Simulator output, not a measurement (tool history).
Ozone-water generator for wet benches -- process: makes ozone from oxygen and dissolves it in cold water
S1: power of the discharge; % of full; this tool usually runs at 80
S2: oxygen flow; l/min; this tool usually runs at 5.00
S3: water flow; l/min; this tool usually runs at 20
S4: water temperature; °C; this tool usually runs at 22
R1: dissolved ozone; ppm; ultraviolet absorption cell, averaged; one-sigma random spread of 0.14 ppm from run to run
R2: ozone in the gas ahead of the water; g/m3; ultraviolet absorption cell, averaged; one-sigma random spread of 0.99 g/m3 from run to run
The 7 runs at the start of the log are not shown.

run 8 hour=757.6 | S1=80 S2=5.00 S3=20 S4=22 | R1=16.0 R2=160.5
-- hour=825.9 water thermometer calibrated, once more
run 9 hour=838.6 | S1=80 S2=5.00 S3=20 S4=22 | R1=16.1 R2=160.9
run 10 hour=936.9 | S1=80 S2=5.00 S3=20 S4=22 | R1=16.2 R2=159.9
run 11 hour=1004.4 | S1=80 S2=4.47 S3=20 S4=22 | R1=16.2 R2=170.0
run 12 hour=1141.3 | S1=80 S2=5.00 S3=20 S4=22 | R1=15.9 R2=160.3
run 13 hour=1269.6 | S1=80 S2=5.00 S3=17 S4=22 | R1=17.6 R2=156.7
run 14 hour=1370.3 | S1=80 S2=5.24 S3=17 S4=22 | R1=17.5 R2=153.4
run 15 hour=1460.0 | S1=80 S2=5.24 S3=17 S4=22 | R1=17.6 R2=153.3
run 16 hour=1590.8 | S1=80 S2=6.28 S3=17 S4=22 | R1=17.0 R2=135.1
run 17 hour=1746.9 | S1=61 S2=6.77 S3=15 S4=17 | R1=16.3 R2=106.5
-- hour=1833.7 contactor cleaned
run 18 hour=1911.6 | S1=46 S2=4.76 S3=20 S4=22 | R1=11.1 R2=110.0
run 19 hour=2042.4 | S1=82 S2=3.47 S3=13 S4=27 | R1=20.9 R2=197.1
run 20 hour=2147.3 | S1=82 S2=2.85 S3=13 S4=22 | R1=23.0 R2=221.9
run 21 hour=2224.8 | S1=82 S2=2.85 S3=13 S4=22 | R1=23.2 R2=222.0
run 22 hour=2337.9 | S1=82 S2=2.85 S3=13 S4=22 | R1=22.9 R2=219.6
run 23 hour=2418.8 | S1=82 S2=2.85 S3=18 S4=22 | R1=17.5 R2=219.7
run 24 hour=2548.4 | S1=80 S2=3.80 S3=13 S4=18 | R1=22.8 R2=179.4
run 25 hour=2636.0 | S1=80 S2=3.80 S3=13 S4=18 | R1=23.0 R2=178.7
run 26 hour=2715.4 | S1=80 S2=3.80 S3=13 S4=18 | R1=23.1 R2=179.1
run 27 hour=2810.2 | S1=69 S2=4.48 S3=21 S4=26 | R1=12.9 R2=147.1
run 28 hour=2876.8 | S1=69 S2=4.48 S3=21 S4=26 | R1=12.8 R2=146.2

Expected results for the next run?
run 29 hour=3033.5 | S1=69 S2=8.99 S3=21 S4=26 | R1=? R2=?

{"run 29": {"R1": 11.1, "R2": 93.3}}
On a tool with no hidden condition, and with the same random variation, this run would have come out at R1 12.7 ppm, R2 105.0 g/m3.
